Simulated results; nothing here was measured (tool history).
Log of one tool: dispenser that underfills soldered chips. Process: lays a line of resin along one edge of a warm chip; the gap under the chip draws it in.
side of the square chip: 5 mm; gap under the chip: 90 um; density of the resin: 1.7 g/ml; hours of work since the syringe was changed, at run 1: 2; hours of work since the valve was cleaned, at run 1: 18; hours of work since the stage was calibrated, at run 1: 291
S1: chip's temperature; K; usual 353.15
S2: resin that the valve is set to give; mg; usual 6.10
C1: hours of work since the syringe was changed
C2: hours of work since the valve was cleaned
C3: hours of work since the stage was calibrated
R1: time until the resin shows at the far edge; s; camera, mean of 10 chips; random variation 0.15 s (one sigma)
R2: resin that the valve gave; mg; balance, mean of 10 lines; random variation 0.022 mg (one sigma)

run 1 hour=0.0 | S1=353.15 S2=6.10 | C1=2 C2=18 C3=291 | R1=8.9 R2=6.03
-- hour=6.5 new syringe of resin
run 2 hour=9.1 | S1=353.15 S2=6.10 | C1=2 C2=24 C3=296 | R1=8.9 R2=6.00
run 3 hour=14.3 | S1=353.15 S2=6.10 | C1=5 C2=27 C3=299 | R1=9.8 R2=6.02
-- hour=16.5 new syringe of resin
run 4 hour=24.7 | S1=363.15 S2=6.10 | C1=5 C2=33 C3=305 | R1=7.5 R2=6.02
-- hour=26.8 new syringe of resin
run 5 hour=30.8 | S1=353.15 S2=6.40 | C1=2 C2=36 C3=309 | R1=9.3 R2=6.28
-- hour=37.0 new syringe of resin
run 6 hour=41.2 | S1=353.15 S2=7.57 | C1=3 C2=43 C3=315 | R1=9.6 R2=7.43
-- hour=47.4 new syringe of resin
run 7 hour=52.5 | S1=353.15 S2=7.57 | C1=3 C2=49 C3=322 | R1=9.4 R2=7.39
-- hour=57.4 new syringe of resin
run 8 hour=64.0 | S1=353.15 S2=7.57 | C1=4 C2=56 C3=329 | R1=9.5 R2=7.36
-- hour=68.1 new syringe of resin
run 9 hour=72.9 | S1=345.15 S2=7.57 | C1=3 C2=61 C3=334 | R1=11.7 R2=7.33
-- hour=78.4 new syringe of resin
run 10 hour=85.5 | S1=359.15 S2=7.57 | C1=4 C2=69 C3=341 | R1=7.8 R2=7.32
-- hour=88.3 new syringe of resin
run 11 hour=92.6 | S1=353.15 S2=6.10 | C1=3 C2=73 C3=345 | R1=9.2 R2=5.88
-- hour=99.1 new syringe of resin
run 12 hour=103.5 | S1=353.15 S2=6.32 | C1=3 C2=80 C3=352 | R1=9.2 R2=6.07
-- hour=105.5 stage's temperature calibrated
-- hour=110.1 new syringe of resin
run 13 hour=111.5 | S1=353.15 S2=6.32 | C1=1 C2=84 C3=3 | R1=8.0 R2=6.06
-- hour=120.4 new syringe of resin
run 14 hour=121.6 | S1=353.15 S2=6.32 | C1=1 C2=90 C3=9 | R1=8.2 R2=6.06
-- hour=130.7 new syringe of resin
run 15 hour=133.0 | S1=353.15 S2=6.32 | C1=1 C2=96 C3=16 | R1=8.1 R2=6.03
-- hour=141.2 new syringe of resin
run 16 hour=145.2 | S1=361.15 S2=6.32 | C1=2 C2=104 C3=23 | R1=6.7 R2=6.01
-- hour=152.0 new syringe of resin
run 17 hour=155.4 | S1=361.15 S2=6.32 | C1=2 C2=110 C3=30 | R1=6.7 R2=5.98
-- hour=161.8 new syringe of resin
run 18 hour=165.4 | S1=353.15 S2=5.22 | C1=2 C2=116 C3=36 | R1=8.6 R2=4.92
-- hour=172.5 new syringe of resin
run 19 hour=176.7 | S1=353.15 S2=5.22 | C1=3 C2=122 C3=42 | R1=9.1 R2=4.88
-- hour=180.3 dispensing valve cleaned and set on the balance
-- hour=183.5 new syringe of resin
run 20 hour=188.8 | S1=351.15 S2=5.22 | C1=3 C2=5 C3=49 | R1=9.7 R2=5.23
-- hour=193.8 new syringe of resin
run 21 hour=196.9 | S1=360.15 S2=6.19 | C1=2 C2=10 C3=54 | R1=6.6 R2=6.15
-- hour=204.3 new syringe of resin
run 22 hour=208.7 | S1=353.15 S2=6.54 | C1=3 C2=17 C3=61 | R1=9.0 R2=6.54
-- hour=214.4 new syringe of resin
run 23 hour=219.4 | S1=345.15 S2=6.59 | C1=3 C2=23 C3=67 | R1=10.9 R2=6.53
-- hour=224.3 new syringe of resin
run 24 hour=228.0 | S1=345.15 S2=6.59 | C1=2 C2=28 C3=72 | R1=10.7 R2=6.52
-- hour=234.3 new syringe of resin
run 25 hour=235.6 | S1=361.15 S2=5.24 | C1=1 C2=33 C3=76 | R1=6.8 R2=5.17
run 26 hour=242.2 | S1=351.15 S2=6.63 | C1=5 C2=37 C3=81 | R1=10.0 R2=6.51
-- hour=244.6 new syringe of resin
run 27 hour=252.5 | S1=361.15 S2=6.10 | C1=5 C2=43 C3=87 | R1=7.8 R2=6.02
-- hour=254.7 new syringe of resin
run 28 hour=262.0 | S1=361.15 S2=6.10 | C1=4 C2=48 C3=92 | R1=7.1 R2=5.95
-- hour=264.8 new syringe of resin
run 29 hour=268.0 | S1=355.15 S2=6.10 | C1=2 C2=52 C3=96 | R1=7.7 R2=5.96
-- hour=274.7 new syringe of resin
run 30 hour=280.1 | S1=346.15 S2=5.61 | C1=3 C2=59 C3=103 | R1=10.8 R2=5.50
-- hour=284.8 new syringe of resin
run 31 hour=287.6 | S1=367.15 S2=7.15 | C1=2 C2=64 C3=107 | R1=5.8 R2=6.99
run 32 hour=292.6 | S1=367.15 S2=6.87 | C1=5 C2=67 C3=110 | R1=6.7 R2=6.66
-- hour=294.8 new syringe of resin
run 33 hour=302.5 | S1=341.15 S2=6.24 | C1=5 C2=73 C3=116 | R1=13.8 R2=6.06
-- hour=304.9 new syringe of resin
run 34 hour=314.1 | S1=345.15 S2=5.24 | C1=6 C2=79 C3=123 | R1=12.9 R2=5.02

Hidden state at the last listed run before each entry between runs and at the first one after, where it differs:
Between runs 1 and 2: new syringe of resin (hour 6.5)
  resin's viscosity, % of fresh resin's: 109.2 -> 105.9; dose that the valve gives, % of what is set: 99.05 -> 98.78; true chip temperature over the reading, C: -1.42 -> -1.45
  measured less the result without the state, R1: +1.0 -> +0.9 s; R2: -0.06 -> -0.08 mg
Between runs 3 and 4: new syringe of resin (hour 16.5)
  resin's viscosity, % of fresh resin's: 119.6 -> 121.5; dose that the valve gives, % of what is set: 98.62 -> 98.34; true chip temperature over the reading, C: -1.46 -> -1.49
  measured less the result without the state, R1: +1.9 -> +1.5 s; R2: -0.09 -> -0.10 mg
Between runs 4 and 5: new syringe of resin (hour 26.8)
  resin's viscosity, % of fresh resin's: 121.5 -> 110.1; dose that the valve gives, % of what is set: 98.34 -> 98.17; true chip temperature over the reading, C: -1.49 -> -1.51
  measured less the result without the state, R1: +1.5 -> +1.2 s; R2: -0.10 -> -0.12 mg
Between runs 5 and 6: new syringe of resin (hour 37.0)
  resin's viscosity, % of fresh resin's: 110.1 -> 111.6; dose that the valve gives, % of what is set: 98.17 -> 97.9; true chip temperature over the reading, C: -1.51 -> -1.54
  measured less the result without the state, R1: +1.2 -> +1.3 s; R2: -0.12 -> -0.16 mg
Between runs 6 and 7: new syringe of resin (hour 47.4)
  resin's viscosity, % of fresh resin's: 111.6 -> 113.6; dose that the valve gives, % of what is set: 97.9 -> 97.58; true chip temperature over the reading, C: -1.54 -> -1.57
  measured less the result without the state, R1: +1.3 -> +1.5 s; R2: -0.16 -> -0.18 mg
Between runs 7 and 8: new syringe of resin (hour 57.4)
  resin's viscosity, % of fresh resin's: 113.6 -> 118.3; dose that the valve gives, % of what is set: 97.58 -> 97.27; true chip temperature over the reading, C: -1.57 -> -1.6
  measured less the result without the state, R1: +1.5 -> +1.9 s; R2: -0.18 -> -0.21 mg
Between runs 8 and 9: new syringe of resin (hour 68.1)
  resin's viscosity, % of fresh resin's: 118.3 -> 112; dose that the valve gives, % of what is set: 97.27 -> 97.02; true chip temperature over the reading, C: -1.6 -> -1.62
  measured less the result without the state, R1: +1.9 -> +1.7 s; R2: -0.21 -> -0.22 mg
Between runs 9 and 10: new syringe of resin (hour 78.4)
  resin's viscosity, % of fresh resin's: 112 -> 117.2; dose that the valve gives, % of what is set: 97.02 -> 96.69; true chip temperature over the reading, C: -1.62 -> -1.66
  measured less the result without the state, R1: +1.7 -> +1.5 s; R2: -0.22 -> -0.25 mg
Between runs 10 and 11: new syringe of resin (hour 88.3)
  resin's viscosity, % of fresh resin's: 117.2 -> 110.8; dose that the valve gives, % of what is set: 96.69 -> 96.47; true chip temperature over the reading, C: -1.66 -> -1.68
  measured less the result without the state, R1: +1.5 -> +1.4 s; R2: -0.25 -> -0.21 mg
Between runs 11 and 12: new syringe of resin (hour 99.1)
  resin's viscosity, % of fresh resin's: 110.8 -> 109.4; dose that the valve gives, % of what is set: 96.47 -> 96.16; true chip temperature over the reading, C: -1.68 -> -1.71
  measured less the result without the state, R1: +1.4 -> +1.2 s; R2: -0.21 -> -0.24 mg
Between runs 12 and 13: stage's temperature calibrated (hour 105.5); new syringe of resin (hour 110.1)
  resin's viscosity, % of fresh resin's: 109.4 -> 103.7; dose that the valve gives, % of what is set: 96.16 -> 95.96; true chip temperature over the reading, C: -1.71 -> 0.09
  measured less the result without the state, R1: +1.2 -> +0.3 s; R2: -0.24 -> -0.26 mg
Between runs 13 and 14: new syringe of resin (hour 120.4)
  resin's viscosity, % of fresh resin's: 103.7 -> 104.7; dose that the valve gives, % of what is set: 95.96 -> 95.67; true chip temperature over the reading, C: 0.09 -> 0.06
  measured less the result without the state, R1: +0.3 -> +0.4 s; R2: -0.26 -> -0.28 mg
Between runs 14 and 15: new syringe of resin (hour 130.7)
  resin's viscosity, % of fresh resin's: 104.7 -> 105.8; dose that the valve gives, % of what is set: 95.67 -> 95.35; true chip temperature over the reading, C: 0.06 -> 0.03
  measured less the result without the state, R1: +0.4 -> +0.5 s; R2: -0.28 -> -0.30 mg
Between runs 15 and 16: new syringe of resin (hour 141.2)
  resin's viscosity, % of fresh resin's: 105.8 -> 108.1; dose that the valve gives, % of what is set: 95.35 -> 94.99; true chip temperature over the reading, C: 0.03 -> -0.01
  measured less the result without the state, R1: +0.5 -> +0.5 s; R2: -0.30 -> -0.32 mg
Between runs 16 and 17: new syringe of resin (hour 152.0)
  resin's viscosity, % of fresh resin's: 108.1 -> 107.4; dose that the valve gives, % of what is set: 94.99 -> 94.7; true chip temperature over the reading, C: -0.01 -> -0.04
  measured less the result without the state, R1: +0.5 -> +0.5 s; R2: -0.32 -> -0.34 mg
Between runs 17 and 18: new syringe of resin (hour 161.8)
  resin's viscosity, % of fresh resin's: 107.4 -> 108.6; dose that the valve gives, % of what is set: 94.7 -> 94.43; true chip temperature over the reading, C: -0.04 -> -0.06
  measured less the result without the state, R1: +0.5 -> +0.8 s; R2: -0.34 -> -0.29 mg
Between runs 18 and 19: new syringe of resin (hour 172.5)
  resin's viscosity, % of fresh resin's: 108.6 -> 111.1; dose that the valve gives, % of what is set: 94.43 -> 94.11; true chip temperature over the reading, C: -0.06 -> -0.09
  measured less the result without the state, R1: +0.8 -> +1.1 s; R2: -0.29 -> -0.31 mg
Between runs 19 and 20: dispensing valve cleaned and set on the balance (hour 180.3); new syringe of resin (hour 183.5)
  resin's viscosity, % of fresh resin's: 111.1 -> 112.6; dose that the valve gives, % of what is set: 94.11 -> 99.96; true chip temperature over the reading, C: -0.09 -> -0.13
  measured less the result without the state, R1: +1.1 -> +1.1 s; R2: -0.31 -> +0.00 mg
Between runs 20 and 21: new syringe of resin (hour 193.8)
  resin's viscosity, % of fresh resin's: 112.6 -> 108.9; dose that the valve gives, % of what is set: 99.96 -> 99.73; true chip temperature over the reading, C: -0.13 -> -0.15
  measured less the result without the state, R1: +1.1 -> +0.6 s; R2: +0.00 -> -0.02 mg
Between runs 21 and 22: new syringe of resin (hour 204.3)
  resin's viscosity, % of fresh resin's: 108.9 -> 113.8; dose that the valve gives, % of what is set: 99.73 -> 99.41; true chip temperature over the reading, C: -0.15 -> -0.19
  measured less the result without the state, R1: +0.6 -> +1.1 s; R2: -0.02 -> -0.04 mg
Between runs 22 and 23: new syringe of resin (hour 214.4)
  resin's viscosity, % of fresh resin's: 113.8 -> 112.1; dose that the valve gives, % of what is set: 99.41 -> 99.15; true chip temperature over the reading, C: -0.19 -> -0.22
  measured less the result without the state, R1: +1.1 -> +1.2 s; R2: -0.04 -> -0.06 mg
Between runs 23 and 24: new syringe of resin (hour 224.3)
  resin's viscosity, % of fresh resin's: 112.1 -> 110.5; dose that the valve gives, % of what is set: 99.15 -> 98.91; true chip temperature over the reading, C: -0.22 -> -0.24
  measured less the result without the state, R1: +1.2 -> +1.1 s; R2: -0.06 -> -0.07 mg
Between runs 24 and 25: new syringe of resin (hour 234.3)
  resin's viscosity, % of fresh resin's: 110.5 -> 102.2; dose that the valve gives, % of what is set: 98.91 -> 98.71; true chip temperature over the reading, C: -0.24 -> -0.27
  measured less the result without the state, R1: +1.1 -> +0.3 s; R2: -0.07 -> -0.07 mg
Between runs 26 and 27: new syringe of resin (hour 244.6)
  resin's viscosity, % of fresh resin's: 119.4 -> 122.1; dose that the valve gives, % of what is set: 98.52 -> 98.24; true chip temperature over the reading, C: -0.29 -> -0.31
  measured less the result without the state, R1: +1.7 -> +1.5 s; R2: -0.10 -> -0.10 mg
Between runs 27 and 28: new syringe of resin (hour 254.7)
  resin's viscosity, % of fresh resin's: 122.1 -> 118; dose that the valve gives, % of what is set: 98.24 -> 97.98; true chip temperature over the reading, C: -0.31 -> -0.34
  measured less the result without the state, R1: +1.5 -> +1.2 s; R2: -0.10 -> -0.13 mg
Between runs 28 and 29: new syringe of resin (hour 264.8)
  resin's viscosity, % of fresh resin's: 118 -> 104.8; dose that the valve gives, % of what is set: 97.98 -> 97.83; true chip temperature over the reading, C: -0.34 -> -0.35
  measured less the result without the state, R1: +1.2 -> +0.4 s; R2: -0.13 -> -0.14 mg
Between runs 29 and 30: new syringe of resin (hour 274.7)
  resin's viscosity, % of fresh resin's: 104.8 -> 111.5; dose that the valve gives, % of what is set: 97.83 -> 97.46; true chip temperature over the reading, C: -0.35 -> -0.39
  measured less the result without the state, R1: +0.4 -> +1.3 s; R2: -0.14 -> -0.15 mg
Between runs 30 and 31: new syringe of resin (hour 284.8)
  resin's viscosity, % of fresh resin's: 111.5 -> 107.1; dose that the valve gives, % of what is set: 97.46 -> 97.25; true chip temperature over the reading, C: -0.39 -> -0.41
  measured less the result without the state, R1: +1.3 -> +0.4 s; R2: -0.15 -> -0.19 mg
Between runs 32 and 33: new syringe of resin (hour 294.8)
  resin's viscosity, % of fresh resin's: 120.5 -> 119.6; dose that the valve gives, % of what is set: 97.11 -> 96.83; true chip temperature over the reading, C: -0.42 -> -0.45
  measured less the result without the state, R1: +1.2 -> +2.4 s; R2: -0.19 -> -0.20 mg
Between runs 33 and 34: new syringe of resin (hour 304.9)
  resin's viscosity, % of fresh resin's: 119.6 -> 124.1; dose that the valve gives, % of what is set: 96.83 -> 96.49; true chip temperature over the reading, C: -0.45 -> -0.48
  measured less the result without the state, R1: +2.4 -> +2.8 s; R2: -0.20 -> -0.19 mg
